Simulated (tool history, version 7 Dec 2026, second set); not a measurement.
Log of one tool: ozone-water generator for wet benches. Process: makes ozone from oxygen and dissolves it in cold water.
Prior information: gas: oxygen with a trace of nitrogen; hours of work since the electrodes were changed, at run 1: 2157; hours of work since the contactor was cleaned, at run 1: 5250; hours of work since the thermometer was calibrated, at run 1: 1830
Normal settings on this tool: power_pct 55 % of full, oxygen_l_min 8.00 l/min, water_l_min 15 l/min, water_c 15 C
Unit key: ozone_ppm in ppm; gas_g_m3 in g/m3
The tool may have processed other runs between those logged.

run    hour  power_pct  oxygen_l_min  water_l_min  water_c  hours of work since the electrodes were changed  hours of work since the contactor was cleaned  hours of work since the thermometer was calibrated  ozone_ppm  gas_g_m3
  1     0.0         55          8.00           15       15                                             2157                                           5250                                                1830       18.1     135.2
  2    44.9         55          5.48           15       15                                             2190                                           5283                                                1864       19.5     165.1
  3   101.6         55          8.00           15       15                                             2232                                           5325                                                1906       18.3     130.1
  4   171.8         55          8.00           15       15                                             2284                                           5378                                                1958       18.3     132.3
  5   249.0         73          8.00           15       15                                             2341                                           5435                                                2015       21.7     156.3
  6   347.7         73          8.00           15       15                                             2415                                           5508                                                2089       21.4     156.9
  7   449.1         73          8.00           15       15                                             2490                                           5584                                                2164       21.6     155.3
  8   549.9         73          8.00           15       15                                             2565                                           5658                                                2239       21.5     153.3
  9   614.1         55          8.00           11       15                                             2613                                           5706                                                2286       21.6     131.7
 10   674.1         55          6.94           11       15                                             2657                                           5751                                                2331       22.5     142.5
 11   748.2         55          6.94           11       15                                             2712                                           5806                                                2386       22.2     144.0
 12   815.5         55          8.00           15       15                                             2762                                           5856                                                2436       18.1     131.8
 13   904.3         74          8.00           15       15                                             2828                                           5922                                                2502       21.2     155.8
 14   953.5         55          8.00           15       15                                             2865                                           5958                                                2539       18.1     131.8
     1010.7  -- water thermometer calibrated
 15  1011.9         55          8.00           15       15                                             2908                                           6001                                                   1       18.1     133.1
 16  1076.2         55          5.69           15       17                                             2956                                           6049                                                  49       18.9     160.7
 17  1132.6         97          4.98           14       18                                             2997                                           6091                                                  91       26.7     243.5
 18  1189.4         97          4.98           14       18                                             3040                                           6133                                                 133       26.8     241.7
 19  1244.7         55          8.00           17       15                                             3081                                           6174                                                 174       16.6     130.9
 20  1314.6         55          8.00           10       15                                             3133                                           6226                                                 226       22.2     130.9
 21  1364.5         55          8.00           10       15                                             3170                                           6263                                                 263       22.2     129.4
 22  1454.8         89         13.57           14        8                                             3237                                           6330                                                 330       24.4     123.6
 23  1533.7         89         13.57           14        8                                             3295                                           6389                                                 389       24.7     123.5
 24  1624.4         89         13.57           14        8                                             3363                                           6456                                                 456       24.4     123.4
 25  1679.7         55         11.85           12       22                                             3404                                           6497                                                 497       15.3     102.2
 26  1751.6         55         11.85           12       22                                             3457                                           6551                                                 550       15.0     101.7
 27  1817.8         55         11.85           12        8                                             3506                                           6600                                                 599       20.6     100.9
 28  1901.9         55         11.85           12        8                                             3569                                           6662                                                 662       20.6     101.2

What if the next run were any one of these 3? Each begins from the tool's condition after run 28:
  A  2009.9         80          8.00           18       15                                             3649                                           6742                                                 742          ?         ?
  B  2009.9         88          5.54           15       15                                             3649                                           6742                                                 742          ?         ?
  C  2009.9         55          9.07           15       15                                             3649                                           6742                                                 742          ?         ?

run  ozone_ppm  gas_g_m3
  A       19.7     160.3
  B       24.7     210.3
  C       17.1     120.9
The same runs, with their run-to-run variation unchanged, on a tool lacking any hidden condition would have given:
run  ozone_ppm  gas_g_m3
  A       23.0     171.4
  B       28.9     225.5
  C       19.7     127.4

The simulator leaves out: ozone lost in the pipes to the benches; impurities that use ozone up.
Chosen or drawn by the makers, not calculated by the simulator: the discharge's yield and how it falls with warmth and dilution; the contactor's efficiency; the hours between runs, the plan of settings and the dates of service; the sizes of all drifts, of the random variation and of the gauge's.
